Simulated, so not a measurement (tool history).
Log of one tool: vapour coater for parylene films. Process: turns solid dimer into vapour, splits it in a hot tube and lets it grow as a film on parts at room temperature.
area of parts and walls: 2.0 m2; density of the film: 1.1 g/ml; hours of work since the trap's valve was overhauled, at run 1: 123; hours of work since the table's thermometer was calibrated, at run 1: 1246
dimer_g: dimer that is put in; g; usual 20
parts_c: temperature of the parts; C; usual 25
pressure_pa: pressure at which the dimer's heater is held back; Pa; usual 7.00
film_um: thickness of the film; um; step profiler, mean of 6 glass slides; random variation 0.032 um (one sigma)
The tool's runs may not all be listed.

run,hour,dimer_g,parts_c,pressure_pa,hours of work since the trap's valve was overhauled,hours of work since the table's thermometer was calibrated,film_um
1,0.0,20,25,7.00,123,1246,6.82
2,54.1,20,25,7.00,149,1272,6.77
3,94.3,20,36,7.00,168,1291,3.91
4,143.8,18,36,7.00,191,1314,3.54
5,186.9,20,25,7.00,212,1335,6.73
6,229.7,20,25,7.00,232,1355,6.73
7,294.6,20,25,7.00,263,1386,6.73
8,359.1,20,25,7.00,293,1416,6.77
9,429.0,20,25,7.00,326,1449,6.70
# hour 489.3: table's thermometer calibrated
10,497.5,20,25,7.00,358,4,6.75
11,535.7,20,25,7.00,376,22,6.69
12,603.9,20,25,7.00,409,54,6.62
# hour 619.4: trap's valve overhauled
13,683.7,20,25,5.41,30,90,6.97
14,759.7,20,21,7.00,66,126,8.12
15,841.4,20,21,6.68,105,165,8.24
16,889.9,20,19,6.68,128,188,8.69
17,974.0,34,30,7.00,168,228,8.80
18,1028.5,28,31,2.26,194,253,8.66
19,1091.7,28,31,2.26,224,283,8.55
20,1132.2,9,28,2.51,243,303,3.11
21,1206.8,9,28,2.51,278,338,3.13
22,1264.9,27,25,4.19,306,365,9.79
23,1305.2,27,25,4.19,325,385,9.80
# hour 1310.0: gauge calibrated
24,1387.3,27,35,7.33,364,423,5.48
25,1443.1,10,18,7.33,390,450,4.37
# hour 1499.1: trap's valve overhauled
26,1505.6,16,26,2.55,3,478,6.25
27,1562.6,16,26,2.55,30,505,6.24
28,1611.0,16,26,2.55,53,528,6.27
29,1671.0,24,23,9.08,81,556,8.45

How the hidden state differs across the entries between the runs, from the last listed run before each to the first after it:
Between runs 9 and 10: table's thermometer calibrated (hour 489.3)
  vapour lost through the trap's worn valve, %: 0.2 -> 0.3; true temperature of the parts over the reading, C: -0.06 -> 0; drift of the gauge itself on film_um, %: -0.9 -> -1.04
  measured less the result without the state, film_um: -0.06 -> -0.09 um
Between runs 12 and 13: trap's valve overhauled (hour 619.4)
  vapour lost through the trap's worn valve, %: 0.3 -> 0.1; drift of the gauge itself on film_um, %: -1.26 -> -1.42
  measured less the result without the state, film_um: -0.11 -> -0.10 um
Between runs 23 and 24: gauge calibrated (hour 1310.0)
  drift of the gauge itself on film_um, %: -2.72 -> -0.16
  measured less the result without the state, film_um: -0.29 -> -0.02 um
Between runs 25 and 26: trap's valve overhauled (hour 1499.1)
  vapour lost through the trap's worn valve, %: 0.3 -> 0; drift of the gauge itself on film_um, %: -0.28 -> -0.4
  measured less the result without the state, film_um: -0.03 -> -0.02 um
